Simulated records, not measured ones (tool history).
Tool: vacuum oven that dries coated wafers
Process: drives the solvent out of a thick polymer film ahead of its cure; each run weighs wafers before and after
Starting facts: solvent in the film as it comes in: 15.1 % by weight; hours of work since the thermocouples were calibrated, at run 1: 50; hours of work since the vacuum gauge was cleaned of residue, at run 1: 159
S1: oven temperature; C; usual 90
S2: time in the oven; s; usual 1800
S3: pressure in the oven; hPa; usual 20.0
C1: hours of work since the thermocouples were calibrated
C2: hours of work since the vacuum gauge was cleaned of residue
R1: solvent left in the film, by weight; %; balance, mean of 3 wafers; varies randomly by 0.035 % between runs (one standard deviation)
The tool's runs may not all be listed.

run    hour   S1    S2    S3   C1    C2    R1
  1     0.0   90  1800  20.0   50   159  1.38
  2    45.9   90  1320  20.0   83   191  2.18
  3    82.9   90  1320  20.0  109   218  2.22
  4   140.7   90  1320  20.0  150   259  2.24
  5   187.9   90  1800  38.8  184   293  1.65
  6   225.1   90  1800  38.8  211   319  1.70
  7   265.8   90  1800  38.8  240   348  1.70
  8   315.6   90  1800  38.8  275   384  1.69
  9   349.1   90  1800  42.3  299   408  1.70
 10   403.8   90  1800  42.3  338   447  1.66
 11   459.8   90  1800  42.3  378   487  1.72
 12   507.1   90  1800  42.3  412   521  1.69
 13   557.3   90  1800  42.3  448   557  1.65
 14   599.9   90  2160  20.0  478   587  0.90
 15   640.4   90  2160  20.0  507   616  0.85
 16   676.7   90  1080  17.8  533   642  2.74
 17   728.0   76  1800  20.0  570   679  4.65
 18   757.1   90   900  74.5  591   699  4.33
 19   815.1   90   900  74.5  632   741  4.32
 20   871.3   90   900  26.1  672   781  3.46
      882.3  -- oven's thermocouples calibrated
 21   913.9   86  1980  36.5   23   810  2.27
 22   948.5   86  1980  70.4   47   835  2.92
 23  1004.9   86  1980  70.4   88   875  2.94
 24  1037.5   86  1980  70.4  111   898  3.02
 25  1077.7   95  2520  12.6  140   927  0.34
 26  1135.3   87  1980  20.0  181   968  1.57
 27  1163.7  103  1140  14.0  201   988  0.54
 28  1188.0   87   960  40.2  218  1006  4.61

Branching from run 28: 3 alternative next runs. What would each branch give?
  A  1217.1   90  2160  11.3  239  1027   ?
  B  1217.1   89  1260  20.0  239  1027   ?
  C  1217.1  102  1800  15.1  239  1027   ?

run    R1
  A  0.76
  B  2.61
  C  0.23
With no hidden state in the tool, these same runs would have given:
run    R1
  A  0.74
  B  2.61
  C  0.22

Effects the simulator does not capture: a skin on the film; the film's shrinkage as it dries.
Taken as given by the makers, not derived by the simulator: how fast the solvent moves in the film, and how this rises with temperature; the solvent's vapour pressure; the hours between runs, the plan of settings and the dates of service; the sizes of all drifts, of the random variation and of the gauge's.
